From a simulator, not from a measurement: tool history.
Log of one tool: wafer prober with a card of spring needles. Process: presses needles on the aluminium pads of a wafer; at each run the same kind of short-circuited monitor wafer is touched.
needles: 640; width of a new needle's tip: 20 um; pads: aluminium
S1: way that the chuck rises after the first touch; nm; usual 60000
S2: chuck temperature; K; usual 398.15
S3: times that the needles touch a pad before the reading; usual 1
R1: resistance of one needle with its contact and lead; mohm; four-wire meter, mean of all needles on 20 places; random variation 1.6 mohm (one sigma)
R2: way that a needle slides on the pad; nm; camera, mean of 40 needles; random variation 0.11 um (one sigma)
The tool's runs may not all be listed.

run	hour	S1	S2	S3	R1	R2
1	0.0	60000	398.15	1	215	13850
# hour 1.2: tips cleaned on abrasive film
# hour 6.7: tips cleaned on abrasive film
# hour 12.2: tips cleaned on abrasive film
# hour 17.7: tips cleaned on abrasive film
# hour 23.2: tips cleaned on abrasive film
# hour 28.8: tips cleaned on abrasive film
# hour 34.3: tips cleaned on abrasive film
2	37.2	60000	398.15	1	211	13590
# hour 39.4: tips cleaned on abrasive film
# hour 44.9: tips cleaned on abrasive film
# hour 50.4: tips cleaned on abrasive film
# hour 56.0: tips cleaned on abrasive film
# hour 61.5: tips cleaned on abrasive film
3	62.3	60000	304.15	1	168	13500
# hour 66.7: tips cleaned on abrasive film
# hour 71.1: tips cleaned on abrasive film
# hour 76.7: tips cleaned on abrasive film
# hour 81.1: tips cleaned on abrasive film
# hour 86.6: tips cleaned on abrasive film
# hour 92.1: tips cleaned on abrasive film
# hour 97.6: tips cleaned on abrasive film
4	97.8	60000	304.15	1	158	13360
# hour 102.2: tips cleaned on abrasive film
# hour 107.8: tips cleaned on abrasive film
# hour 113.3: tips cleaned on abrasive film
# hour 117.7: tips cleaned on abrasive film
# hour 123.2: tips cleaned on abrasive film
5	125.1	60000	356.15	1	204	13420
# hour 128.4: tips cleaned on abrasive film
# hour 133.9: tips cleaned on abrasive film
# hour 138.4: tips cleaned on abrasive film
# hour 143.9: tips cleaned on abrasive film
# hour 149.4: tips cleaned on abrasive film
# hour 153.8: tips cleaned on abrasive film
# hour 159.3: tips cleaned on abrasive film
6	160.4	60000	356.15	1	188	13190
# hour 163.8: tips cleaned on abrasive film
# hour 169.4: tips cleaned on abrasive film
# hour 174.9: tips cleaned on abrasive film
# hour 179.3: tips cleaned on abrasive film
7	179.4	60000	356.15	1	169	13130
# hour 183.8: tips cleaned on abrasive film
# hour 189.3: tips cleaned on abrasive film
# hour 194.8: tips cleaned on abrasive film
# hour 199.3: tips cleaned on abrasive film
# hour 204.8: tips cleaned on abrasive film
# hour 210.3: tips cleaned on abrasive film
8	214.3	60000	356.15	1	226	12840
# hour 215.5: tips cleaned on abrasive film
# hour 219.9: tips cleaned on abrasive film
# hour 225.4: tips cleaned on abrasive film
# hour 230.9: tips cleaned on abrasive film
# hour 236.4: tips cleaned on abrasive film
9	237.8	60000	356.15	1	203	12910
# hour 241.2: tips cleaned on abrasive film
# hour 246.7: tips cleaned on abrasive film
# hour 252.2: tips cleaned on abrasive film
# hour 257.5: tips cleaned on abrasive film
10	257.5	60000	356.15	1	173	12860
# hour 263.1: tips cleaned on abrasive film
# hour 267.5: tips cleaned on abrasive film
# hour 273.0: tips cleaned on abrasive film
# hour 277.4: tips cleaned on abrasive film
# hour 283.0: tips cleaned on abrasive film
# hour 287.4: tips cleaned on abrasive film
# hour 292.9: tips cleaned on abrasive film
11	293.7	60000	356.15	1	186	12730
# hour 296.1: height of the first contact set anew
# hour 298.4: tips cleaned on abrasive film
# hour 303.9: tips cleaned on abrasive film
# hour 309.4: tips cleaned on abrasive film
# hour 314.9: tips cleaned on abrasive film
# hour 320.4: tips cleaned on abrasive film
# hour 324.9: tips cleaned on abrasive film
12	325.3	60000	398.15	1	183	14140
# hour 329.8: tips cleaned on abrasive film
# hour 335.3: tips cleaned on abrasive film
# hour 340.8: tips cleaned on abrasive film
# hour 346.3: tips cleaned on abrasive film
# hour 351.8: tips cleaned on abrasive film
# hour 356.3: tips cleaned on abrasive film
13	359.3	48000	313.15	2	208	11380
# hour 361.6: tips cleaned on abrasive film
# hour 367.1: tips cleaned on abrasive film
# hour 372.6: tips cleaned on abrasive film
# hour 377.1: tips cleaned on abrasive film
# hour 382.6: tips cleaned on abrasive film
# hour 387.0: tips cleaned on abrasive film
# hour 392.5: tips cleaned on abrasive film
14	396.7	48000	313.15	2	213	11380
# hour 397.9: tips cleaned on abrasive film
# hour 403.4: tips cleaned on abrasive film
# hour 408.9: tips cleaned on abrasive film
# hour 413.4: tips cleaned on abrasive film
# hour 418.9: tips cleaned on abrasive film
# hour 424.4: tips cleaned on abrasive film
# hour 428.8: tips cleaned on abrasive film
# hour 433.9: tips cleaned on abrasive film
15	433.9	48000	313.15	2	165	11010
# hour 438.3: tips cleaned on abrasive film
# hour 443.8: tips cleaned on abrasive film
# hour 448.3: tips cleaned on abrasive film
# hour 453.8: tips cleaned on abrasive film
# hour 459.3: tips cleaned on abrasive film
# hour 464.8: tips cleaned on abrasive film
# hour 469.2: tips cleaned on abrasive film
# hour 474.8: tips cleaned on abrasive film
16	475.7	60000	338.15	2	172	13850
# hour 480.1: tips cleaned on abrasive film
# hour 485.6: tips cleaned on abrasive film
# hour 491.1: tips cleaned on abrasive film
# hour 496.6: tips cleaned on abrasive film
# hour 502.1: tips cleaned on abrasive film
17	502.3	68000	324.15	2	154	15770
# hour 506.7: tips cleaned on abrasive film
# hour 512.2: tips cleaned on abrasive film
# hour 517.7: tips cleaned on abrasive film
# hour 523.2: tips cleaned on abrasive film
18	526.6	60000	351.15	1	221	13800
# hour 527.8: tips cleaned on abrasive film
# hour 532.3: tips cleaned on abrasive film
# hour 537.8: tips cleaned on abrasive film
# hour 543.3: tips cleaned on abrasive film
# hour 548.8: tips cleaned on abrasive film
# hour 554.2: tips cleaned on abrasive film
19	554.2	65000	331.15	2	156	14940
# hour 559.7: tips cleaned on abrasive film
# hour 564.1: tips cleaned on abrasive film
# hour 569.6: tips cleaned on abrasive film
# hour 575.2: tips cleaned on abrasive film
# hour 580.7: tips cleaned on abrasive film
# hour 586.2: tips cleaned on abrasive film
# hour 590.6: tips cleaned on abrasive film
20	594.4	65000	331.15	2	189	14600
# hour 595.6: tips cleaned on abrasive film
# hour 600.0: tips cleaned on abrasive film
# hour 604.4: tips cleaned on abrasive film
# hour 609.9: tips cleaned on abrasive film
# hour 615.5: tips cleaned on abrasive film
# hour 621.0: tips cleaned on abrasive film
# hour 626.5: tips cleaned on abrasive film
21	627.0	65000	331.15	2	166	14480
# hour 631.4: tips cleaned on abrasive film
# hour 636.9: tips cleaned on abrasive film
# hour 642.4: tips cleaned on abrasive film
# hour 647.9: tips cleaned on abrasive film
# hour 653.5: tips cleaned on abrasive film
# hour 657.9: tips cleaned on abrasive film
22	658.3	40000	329.15	3	198	8380
# hour 662.7: tips cleaned on abrasive film
# hour 667.2: tips cleaned on abrasive film
# hour 671.6: tips cleaned on abrasive film
# hour 677.1: tips cleaned on abrasive film
23	677.5	40000	327.15	2	211	8390

4 ways to go on from here, each from the tool as it stands after run 23. What would each give?
# hour 681.9: tips cleaned on abrasive film
# hour 687.4: tips cleaned on abrasive film
# hour 699.4: card fitted with new needles
# hour 703.8: tips cleaned on abrasive film
# hour 709.4: tips cleaned on abrasive film
# hour 713.8: tips cleaned on abrasive film
A	716.5	41000	327.15	2	?	?
# hour 681.9: tips cleaned on abrasive film
# hour 687.4: tips cleaned on abrasive film
# hour 699.4: card fitted with new needles
# hour 703.8: tips cleaned on abrasive film
# hour 709.4: tips cleaned on abrasive film
# hour 713.8: tips cleaned on abrasive film
B	716.5	74000	306.15	3	?	?
# hour 681.9: tips cleaned on abrasive film
# hour 687.4: tips cleaned on abrasive film
# hour 699.4: card fitted with new needles
# hour 703.8: tips cleaned on abrasive film
# hour 709.4: tips cleaned on abrasive film
# hour 713.8: tips cleaned on abrasive film
C	716.5	51000	343.15	1	?	?
# hour 681.9: tips cleaned on abrasive film
# hour 687.4: tips cleaned on abrasive film
# hour 699.4: card fitted with new needles
# hour 703.8: tips cleaned on abrasive film
# hour 709.4: tips cleaned on abrasive film
# hour 713.8: tips cleaned on abrasive film
D	716.5	60000	317.15	3	?	?

run	R1	R2
A	196	9840
B	144	17870
C	194	12130
D	156	14430
Without the tool's hidden state the same runs would have given:
run	R1	R2
A	160	9900
B	137	17920
C	155	12180
D	145	14480

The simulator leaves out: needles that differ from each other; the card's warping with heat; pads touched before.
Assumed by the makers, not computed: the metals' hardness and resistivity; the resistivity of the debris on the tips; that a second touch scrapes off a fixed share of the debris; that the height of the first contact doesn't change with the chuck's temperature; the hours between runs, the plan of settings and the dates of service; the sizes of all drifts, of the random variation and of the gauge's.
